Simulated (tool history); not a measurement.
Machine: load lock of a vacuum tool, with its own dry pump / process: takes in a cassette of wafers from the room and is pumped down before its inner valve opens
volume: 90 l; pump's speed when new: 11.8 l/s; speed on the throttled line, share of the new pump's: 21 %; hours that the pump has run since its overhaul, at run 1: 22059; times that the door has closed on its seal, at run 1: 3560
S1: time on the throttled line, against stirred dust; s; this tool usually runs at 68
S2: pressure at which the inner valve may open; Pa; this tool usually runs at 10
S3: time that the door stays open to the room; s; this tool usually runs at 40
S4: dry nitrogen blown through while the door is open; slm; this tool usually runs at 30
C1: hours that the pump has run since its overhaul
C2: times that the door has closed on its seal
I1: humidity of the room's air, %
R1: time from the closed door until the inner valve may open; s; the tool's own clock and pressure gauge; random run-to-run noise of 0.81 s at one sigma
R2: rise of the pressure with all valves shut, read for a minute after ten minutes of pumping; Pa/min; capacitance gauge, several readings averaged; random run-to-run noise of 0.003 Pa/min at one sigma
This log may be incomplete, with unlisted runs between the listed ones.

Run 1, day 0: usual settings; C1 22059; C2 3560; I1 44.8. Result: R1 124.3 s, R2 0.013 Pa/min.
Run 2, day 5.992: usual settings; C1 22203; C2 3855; I1 46. Result: R1 125.1 s, R2 0.017 Pa/min.
Run 3, day 10.033: usual settings; C1 22300; C2 4053; I1 46.8. Result: R1 124.1 s, R2 0.019 Pa/min.
Run 4, day 15.379: usual settings but S3 47 s; C1 22428; C2 4316; I1 49.8. Result: R1 124.1 s, R2 0.022 Pa/min.
Run 5, day 20.933: usual settings but S3 47 s; C1 22561; C2 4589; I1 43.2. Result: R1 125 s, R2 0.013 Pa/min.
Run 6, day 24.167: usual settings but S3 90 s; C1 22639; C2 4748; I1 47.2. Result: R1 125.2 s, R2 0.027 Pa/min.
Run 7, day 30.171: usual settings but S3 90 s; C1 22783; C2 5043; I1 43.7. Result: R1 124.4 s, R2 0.03 Pa/min.
Run 8, day 34.238: usual settings but S1 70 s, S3 90 s; C1 22881; C2 5242; I1 45.8. Result: R1 125.8 s, R2 0.031 Pa/min.
Run 9, day 40.275: usual settings but S4 36 slm; C1 23025; C2 5539; I1 44.1. Result: R1 124.7 s, R2 0.019 Pa/min.
Run 10, day 42.938: usual settings but S4 36 slm; C1 23089; C2 5670; I1 45.3. Result: R1 125.9 s, R2 0.015 Pa/min.
Run 11, day 48.854: usual settings but S4 36 slm; C1 23231; C2 5960; I1 48.7. Result: R1 125.5 s, R2 0.019 Pa/min.
Run 12, day 51.504: usual settings but S4 36 slm; C1 23295; C2 6090; I1 46.2. Result: R1 124.4 s, R2 0.025 Pa/min.
Run 13, day 54.788: usual settings but S4 36 slm; C1 23374; C2 6252; I1 46.1. Result: R1 124.3 s, R2 0.015 Pa/min.
Run 14, day 57.95: usual settings but S2 19 Pa; C1 23450; C2 6407; I1 45.6. Result: R1 119.6 s, R2 0.017 Pa/min.

Forecast run 15:
Run 15, day 63.312: usual settings but S2 17 Pa; C1 23578; C2 6671; I1 45.9. Result: R1 ?, R2 ?.

R1: 120.9 s
R2: 0.016 Pa/min
If the tool had no hidden condition, the same run with the same run-to-run variation would have returned R1 120.9 s, R2 0.016 Pa/min.
